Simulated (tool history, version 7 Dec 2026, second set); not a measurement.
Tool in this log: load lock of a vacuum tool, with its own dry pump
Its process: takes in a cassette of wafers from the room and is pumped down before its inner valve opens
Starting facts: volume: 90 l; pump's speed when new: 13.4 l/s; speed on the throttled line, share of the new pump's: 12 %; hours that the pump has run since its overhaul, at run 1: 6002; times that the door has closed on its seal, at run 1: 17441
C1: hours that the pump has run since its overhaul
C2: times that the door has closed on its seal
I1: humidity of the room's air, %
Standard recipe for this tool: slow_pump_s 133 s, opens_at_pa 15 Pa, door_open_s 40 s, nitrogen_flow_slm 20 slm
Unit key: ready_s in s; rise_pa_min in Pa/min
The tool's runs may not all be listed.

Run 1, hour 0: usual settings; C1 6002; C2 17441; I1 45.3. Result: ready_s 181 s, rise_pa_min 0.136 Pa/min.
Run 2, hour 127.9: usual settings but nitrogen_flow_slm 7 slm; C1 6130; C2 17766; I1 47.7. Result: ready_s 183.4 s, rise_pa_min 0.152 Pa/min.
Run 3, hour 241.1: usual settings but nitrogen_flow_slm 7 slm; C1 6243; C2 18053; I1 41.5. Result: ready_s 182 s, rise_pa_min 0.147 Pa/min.
Run 4, hour 311.5: usual settings but nitrogen_flow_slm 42 slm; C1 6314; C2 18231; I1 46. Result: ready_s 180.2 s, rise_pa_min 0.139 Pa/min.
Run 5, hour 391.1: usual settings but door_open_s 25 s, nitrogen_flow_slm 42 slm; C1 6393; C2 18433; I1 42.7. Result: ready_s 181.7 s, rise_pa_min 0.13 Pa/min.
Run 6, hour 497.7: usual settings but slow_pump_s 182 s; C1 6500; C2 18703; I1 43.2. Result: ready_s 223.4 s, rise_pa_min 0.144 Pa/min.
Run 7, hour 640.8: usual settings but slow_pump_s 182 s; C1 6643; C2 19066; I1 47.3. Result: ready_s 222.1 s, rise_pa_min 0.157 Pa/min.
Run 8, hour 778.4: usual settings but slow_pump_s 182 s; C1 6781; C2 19415; I1 42.2. Result: ready_s 224.3 s, rise_pa_min 0.156 Pa/min.
Run 9, hour 905.6: usual settings but slow_pump_s 182 s; C1 6908; C2 19737; I1 46.6. Result: ready_s 225.1 s, rise_pa_min 0.164 Pa/min.
Run 10, hour 1016.2: usual settings but opens_at_pa 11 Pa; C1 7019; C2 20018; I1 46.9. Result: ready_s 187 s, rise_pa_min 0.16 Pa/min.
Run 11, hour 1099.2: usual settings but opens_at_pa 11 Pa; C1 7102; C2 20228; I1 45.6. Result: ready_s 186.2 s, rise_pa_min 0.168 Pa/min.
Run 12, hour 1252.1: usual settings; C1 7254; C2 20616; I1 46.2. Result: ready_s 182.7 s, rise_pa_min 0.175 Pa/min.
Run 13, hour 1369.1: usual settings; C1 7371; C2 20912; I1 47.6. Result: ready_s 181.7 s, rise_pa_min 0.181 Pa/min.
Run 14, hour 1502.5: usual settings but opens_at_pa 11 Pa, door_open_s 36 s; C1 7505; C2 21250; I1 48.1. Result: ready_s 183.6 s, rise_pa_min 0.176 Pa/min.
Run 15, hour 1619.9: usual settings but opens_at_pa 11 Pa, door_open_s 36 s; C1 7622; C2 21548; I1 43.4. Result: ready_s 185.8 s, rise_pa_min 0.187 Pa/min.
Run 16, hour 1735.2: usual settings but opens_at_pa 11 Pa, door_open_s 36 s; C1 7738; C2 21841; I1 45.2. Result: ready_s 184.9 s, rise_pa_min 0.184 Pa/min.
Run 17, hour 1878.1: usual settings but slow_pump_s 198 s, nitrogen_flow_slm 35 slm; C1 7880; C2 22203; I1 45.3. Result: ready_s 238.6 s, rise_pa_min 0.183 Pa/min.
Run 18, hour 2014.7: usual settings but slow_pump_s 134 s, opens_at_pa 23 Pa, door_open_s 228 s, nitrogen_flow_slm 35 slm; C1 8017; C2 22549; I1 43.4. Result: ready_s 181.1 s, rise_pa_min 0.239 Pa/min.
Run 19, hour 2080.9: usual settings but slow_pump_s 147 s, opens_at_pa 12 Pa, door_open_s 45 s, nitrogen_flow_slm 13 slm; C1 8083; C2 22717; I1 46.1. Result: ready_s 197.6 s, rise_pa_min 0.202 Pa/min.
Run 20, hour 2227.2: usual settings but slow_pump_s 171 s, opens_at_pa 19 Pa, door_open_s 140 s, nitrogen_flow_slm 24 slm; C1 8230; C2 23088; I1 42.9. Result: ready_s 214.6 s, rise_pa_min 0.239 Pa/min.
Run 21, hour 2309.7: usual settings but slow_pump_s 216 s, nitrogen_flow_slm 5 slm; C1 8312; C2 23297; I1 41.3. Result: ready_s 259.4 s, rise_pa_min 0.212 Pa/min.
Run 22, hour 2417.4: usual settings but door_open_s 65 s; C1 8420; C2 23570; I1 45.1. Result: ready_s 182.7 s, rise_pa_min 0.224 Pa/min.
Run 23, hour 2493.3: usual settings but slow_pump_s 92 s, door_open_s 103 s; C1 8496; C2 23762; I1 42.7. Result: ready_s 148.2 s, rise_pa_min 0.232 Pa/min.
Run 24, hour 2639.7: usual settings but slow_pump_s 74 s, opens_at_pa 21 Pa, nitrogen_flow_slm 16 slm; C1 8642; C2 24134; I1 46.1. Result: ready_s 131.2 s, rise_pa_min 0.223 Pa/min.
Run 25, hour 2759.6: usual settings but slow_pump_s 74 s, opens_at_pa 21 Pa, nitrogen_flow_slm 16 slm; C1 8762; C2 24437; I1 46.5. Result: ready_s 130.8 s, rise_pa_min 0.224 Pa/min.
Run 26, hour 2857.8: usual settings but slow_pump_s 84 s, door_open_s 93 s, nitrogen_flow_slm 7 slm; C1 8860; C2 24686; I1 51.5. Result: ready_s 142.7 s, rise_pa_min 0.269 Pa/min.

Branching from run 26: 5 alternative next runs. What would each branch give?
Run A, hour 2976.6: usual settings but slow_pump_s 221 s; C1 8979; C2 24988; I1 45.5. Result: ready_s ?, rise_pa_min ?.
Run B, hour 2976.6: usual settings but slow_pump_s 222 s, door_open_s 195 s; C1 8979; C2 24988; I1 44.2. Result: ready_s ?, rise_pa_min ?.
Run C, hour 2976.6: usual settings but slow_pump_s 107 s, door_open_s 120 s, nitrogen_flow_slm 7 slm; C1 8979; C2 24988; I1 45.9. Result: ready_s ?, rise_pa_min ?.
Run D, hour 2976.6: usual settings but nitrogen_flow_slm 5 slm; C1 8979; C2 24988; I1 43.8. Result: ready_s ?, rise_pa_min ?.
Run E, hour 2976.6: usual settings but slow_pump_s 90 s, opens_at_pa 14 Pa, door_open_s 162 s, nitrogen_flow_slm 7 slm; C1 8979; C2 24988; I1 47.2. Result: ready_s ?, rise_pa_min ?.

run  ready_s  rise_pa_min
  A    259.3        0.237
  B    260.4        0.285
  C    162.2        0.283
  D    184.3        0.239
  E    147.9        0.304
Without the tool's hidden state the same runs would have given:
run  ready_s  rise_pa_min
  A    253.1        0.037
  B    254.4        0.088
  C    153.4        0.085
  D    176.3        0.042
  E    138.7        0.107

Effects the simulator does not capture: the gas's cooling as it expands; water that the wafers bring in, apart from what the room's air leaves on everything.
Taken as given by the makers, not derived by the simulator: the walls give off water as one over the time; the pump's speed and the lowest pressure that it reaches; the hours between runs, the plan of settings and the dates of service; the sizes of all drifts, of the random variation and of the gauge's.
